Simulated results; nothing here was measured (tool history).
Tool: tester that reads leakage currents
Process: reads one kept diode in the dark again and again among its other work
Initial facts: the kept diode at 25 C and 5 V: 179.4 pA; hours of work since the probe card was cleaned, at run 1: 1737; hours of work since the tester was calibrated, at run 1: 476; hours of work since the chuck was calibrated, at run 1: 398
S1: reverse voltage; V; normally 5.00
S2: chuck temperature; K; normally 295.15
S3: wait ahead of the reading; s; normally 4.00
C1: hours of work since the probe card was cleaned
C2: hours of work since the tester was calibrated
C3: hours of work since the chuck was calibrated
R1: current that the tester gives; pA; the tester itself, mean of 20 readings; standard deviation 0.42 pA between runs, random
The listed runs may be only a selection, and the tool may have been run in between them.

run 1 day=0.000 | S1=5.00 S2=295.15 S3=4.00 | C1=1737 C2=476 C3=398 | R1=143.99
run 2 day=1.100 | S1=5.00 S2=295.15 S3=4.00 | C1=1751 C2=490 C3=411 | R1=143.51
run 3 day=1.904 | S1=5.00 S2=295.15 S3=4.00 | C1=1761 C2=500 C3=421 | R1=143.76
run 4 day=2.533 | S1=5.00 S2=295.15 S3=4.00 | C1=1768 C2=508 C3=429 | R1=143.70
run 5 day=3.479 | S1=5.00 S2=295.15 S3=4.00 | C1=1780 C2=519 C3=441 | R1=143.04
run 6 day=4.108 | S1=5.00 S2=301.15 S3=4.00 | C1=1788 C2=527 C3=449 | R1=230.23
run 7 day=4.971 | S1=5.00 S2=301.15 S3=4.00 | C1=1799 C2=538 C3=459 | R1=230.87
run 8 day=5.642 | S1=2.57 S2=301.15 S3=4.00 | C1=1807 C2=546 C3=468 | R1=169.55
run 9 day=6.825 | S1=2.57 S2=301.15 S3=4.00 | C1=1822 C2=561 C3=482 | R1=169.32
run 10 day=8.283 | S1=5.00 S2=295.15 S3=4.00 | C1=1840 C2=579 C3=501 | R1=142.48
-- day=8.442 chuck's temperature calibrated
run 11 day=9.675 | S1=1.64 S2=295.15 S3=4.00 | C1=1856 C2=595 C3=15 | R1=81.41
run 12 day=10.621 | S1=12.86 S2=328.15 S3=2.29 | C1=1868 C2=607 C3=27 | R1=2517.20

The next listed run, before its measurement:
run 13 day=11.438 | S1=12.86 S2=328.15 S3=2.29 | C1=1878 C2=617 C3=37 | R1=?

{"run 13": {"R1": 2530.94}}
Had the tool carried no hidden state, the very same run would have given R1 2698.84 pA.
